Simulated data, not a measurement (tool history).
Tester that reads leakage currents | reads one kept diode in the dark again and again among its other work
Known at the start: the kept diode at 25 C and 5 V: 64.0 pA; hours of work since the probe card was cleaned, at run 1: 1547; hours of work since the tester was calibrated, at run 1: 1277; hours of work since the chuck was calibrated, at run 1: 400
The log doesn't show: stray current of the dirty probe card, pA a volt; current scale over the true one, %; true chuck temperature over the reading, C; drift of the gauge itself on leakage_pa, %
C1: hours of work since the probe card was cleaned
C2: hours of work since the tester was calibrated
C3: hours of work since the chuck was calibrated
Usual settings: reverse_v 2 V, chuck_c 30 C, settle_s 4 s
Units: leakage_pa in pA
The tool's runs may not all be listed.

run 1 day=0 | reverse_v=2 chuck_c=30 settle_s=4 | C1=1547 C2=1277 C3=400 | leakage_pa=74.11
run 2 day=2.392 | reverse_v=2 chuck_c=30 settle_s=4 | C1=1578 C2=1308 C3=431 | leakage_pa=74.14
run 3 day=3.667 | reverse_v=2 chuck_c=30 settle_s=4 | C1=1594 C2=1324 C3=447 | leakage_pa=74.48
run 4 day=5.646 | reverse_v=2 chuck_c=25 settle_s=4 | C1=1620 C2=1349 C3=473 | leakage_pa=48.43
run 5 day=8.029 | reverse_v=2 chuck_c=30 settle_s=4 | C1=1650 C2=1380 C3=503 | leakage_pa=75.21
run 6 day=10.312 | reverse_v=2 chuck_c=20 settle_s=4 | C1=1680 C2=1409 C3=532 | leakage_pa=31.83
-- day=11.692 chuck's temperature calibrated
run 7 day=11.867 | reverse_v=2 chuck_c=45 settle_s=5.68 | C1=1698 C2=1428 C3=2 | leakage_pa=255.05
run 8 day=13.925 | reverse_v=13.93 chuck_c=47 settle_s=8.54 | C1=1725 C2=1454 C3=29 | leakage_pa=744.24
run 9 day=15.604 | reverse_v=2 chuck_c=22 settle_s=4 | C1=1746 C2=1476 C3=50 | leakage_pa=36.53
run 10 day=17.375 | reverse_v=2 chuck_c=36 settle_s=1.45 | C1=1769 C2=1499 C3=73 | leakage_pa=121.78

5 ways to go on from here, each from the tool as it stands after run 10. What would each give?
run A day=18.742 | reverse_v=19.32 chuck_c=30 settle_s=4 | C1=1787 C2=1516 C3=90 | leakage_pa=?
run B day=18.742 | reverse_v=2 chuck_c=36 settle_s=1.6 | C1=1787 C2=1516 C3=90 | leakage_pa=?
run C day=18.742 | reverse_v=2.5 chuck_c=26 settle_s=1.17 | C1=1787 C2=1516 C3=90 | leakage_pa=?
run D day=18.742 | reverse_v=8.54 chuck_c=25 settle_s=7.6 | C1=1787 C2=1516 C3=90 | leakage_pa=?
run E day=18.742 | reverse_v=8.86 chuck_c=36 settle_s=0.47 | C1=1787 C2=1516 C3=90 | leakage_pa=?

run=A leakage_pa=231.22
run=B leakage_pa=121.96
run=C leakage_pa=58.26
run=D leakage_pa=101.15
run=E leakage_pa=251.78
Without the tool's hidden state the same runs would have given:
run=A leakage_pa=187.54
run=B leakage_pa=115.05
run=C leakage_pa=51.86
run=D leakage_pa=81.75
run=E leakage_pa=228.24
